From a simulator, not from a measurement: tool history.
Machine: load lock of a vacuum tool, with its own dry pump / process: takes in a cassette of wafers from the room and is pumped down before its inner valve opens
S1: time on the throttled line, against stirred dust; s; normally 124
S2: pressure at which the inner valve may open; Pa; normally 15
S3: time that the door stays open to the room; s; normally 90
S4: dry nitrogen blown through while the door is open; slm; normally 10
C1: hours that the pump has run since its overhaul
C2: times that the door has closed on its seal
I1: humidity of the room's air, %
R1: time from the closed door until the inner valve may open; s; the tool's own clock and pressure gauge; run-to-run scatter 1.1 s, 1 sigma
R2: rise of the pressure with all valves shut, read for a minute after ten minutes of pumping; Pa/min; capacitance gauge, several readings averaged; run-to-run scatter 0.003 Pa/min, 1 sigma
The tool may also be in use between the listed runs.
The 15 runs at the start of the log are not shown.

run 16 hour=1082.4 | S1=124 S2=16 S3=90 S4=10 | C1=6022 C2=6897 | I1=47.1 | R1=171.8 R2=0.056
run 17 hour=1189.1 | S1=124 S2=16 S3=90 S4=10 | C1=6128 C2=7194 | I1=40.9 | R1=174.0 R2=0.060
run 18 hour=1289.9 | S1=124 S2=15 S3=60 S4=10 | C1=6229 C2=7474 | I1=43.4 | R1=175.0 R2=0.058
run 19 hour=1368.9 | S1=154 S2=15 S3=90 S4=10 | C1=6308 C2=7694 | I1=44.0 | R1=199.7 R2=0.062
run 20 hour=1433.2 | S1=154 S2=15 S3=90 S4=10 | C1=6373 C2=7872 | I1=44.0 | R1=201.0 R2=0.061
run 21 hour=1517.7 | S1=154 S2=15 S3=90 S4=10 | C1=6457 C2=8107 | I1=43.8 | R1=199.5 R2=0.060
run 22 hour=1599.6 | S1=154 S2=15 S3=90 S4=10 | C1=6539 C2=8335 | I1=44.5 | R1=199.1 R2=0.064
run 23 hour=1704.4 | S1=124 S2=15 S3=27 S4=6 | C1=6644 C2=8626 | I1=45.6 | R1=172.7 R2=0.058
run 24 hour=1754.2 | S1=105 S2=17 S3=90 S4=4 | C1=6694 C2=8764 | I1=43.1 | R1=155.4 R2=0.084
run 25 hour=1864.5 | S1=105 S2=13 S3=42 S4=4 | C1=6804 C2=9071 | I1=47.0 | R1=158.2 R2=0.071
run 26 hour=1909.1 | S1=124 S2=15 S3=90 S4=19 | C1=6848 C2=9195 | I1=47.0 | R1=175.7 R2=0.055
run 27 hour=1958.2 | S1=64 S2=15 S3=81 S4=10 | C1=6898 C2=9332 | I1=45.2 | R1=120.1 R2=0.067
run 28 hour=2034.4 | S1=115 S2=12 S3=90 S4=10 | C1=6974 C2=9543 | I1=43.0 | R1=167.2 R2=0.075
run 29 hour=2095.6 | S1=115 S2=17 S3=215 S4=10 | C1=7035 C2=9714 | I1=47.4 | R1=163.9 R2=0.097
run 30 hour=2142.5 | S1=115 S2=17 S3=215 S4=10 | C1=7082 C2=9844 | I1=43.1 | R1=164.9 R2=0.092
run 31 hour=2194.1 | S1=107 S2=17 S3=214 S4=10 | C1=7133 C2=9987 | I1=42.6 | R1=158.0 R2=0.098
run 32 hour=2269.6 | S1=66 S2=19 S3=33 S4=40 | C1=7209 C2=10197 | I1=41.4 | R1=122.8 R2=0.049
run 33 hour=2370.4 | S1=80 S2=16 S3=33 S4=40 | C1=7310 C2=10478 | I1=45.8 | R1=133.6 R2=0.050
run 34 hour=2431.0 | S1=80 S2=22 S3=33 S4=40 | C1=7370 C2=10646 | I1=46.5 | R1=132.3 R2=0.057
run 35 hour=2515.2 | S1=80 S2=22 S3=33 S4=40 | C1=7455 C2=10880 | I1=41.8 | R1=131.7 R2=0.056
run 36 hour=2598.3 | S1=80 S2=27 S3=85 S4=40 | C1=7538 C2=11111 | I1=47.8 | R1=132.0 R2=0.061
run 37 hour=2680.6 | S1=81 S2=15 S3=90 S4=10 | C1=7620 C2=11340 | I1=47.2 | R1=135.4 R2=0.082
run 38 hour=2779.7 | S1=196 S2=13 S3=90 S4=31 | C1=7719 C2=11615 | I1=42.9 | R1=238.2 R2=0.067

Predict each of these 3 candidate next runs independently; none follows another, all start after run 38:
run A hour=2877.4 | S1=75 S2=13 S3=90 S4=31 | C1=7817 C2=11887 | I1=41.6 | R1=? R2=?
run B hour=2877.4 | S1=196 S2=13 S3=153 S4=5 | C1=7817 C2=11887 | I1=44.3 | R1=? R2=?
run C hour=2877.4 | S1=248 S2=22 S3=133 S4=10 | C1=7817 C2=11887 | I1=44.8 | R1=? R2=?

run=A R1=133.1 R2=0.069
run=B R1=239.1 R2=0.116
run=C R1=281.7 R2=0.095
With no hidden state in the tool, these same runs would have given:
run=A R1=126.1 R2=0.018
run=B R1=233.7 R2=0.065
run=C R1=277.7 R2=0.043

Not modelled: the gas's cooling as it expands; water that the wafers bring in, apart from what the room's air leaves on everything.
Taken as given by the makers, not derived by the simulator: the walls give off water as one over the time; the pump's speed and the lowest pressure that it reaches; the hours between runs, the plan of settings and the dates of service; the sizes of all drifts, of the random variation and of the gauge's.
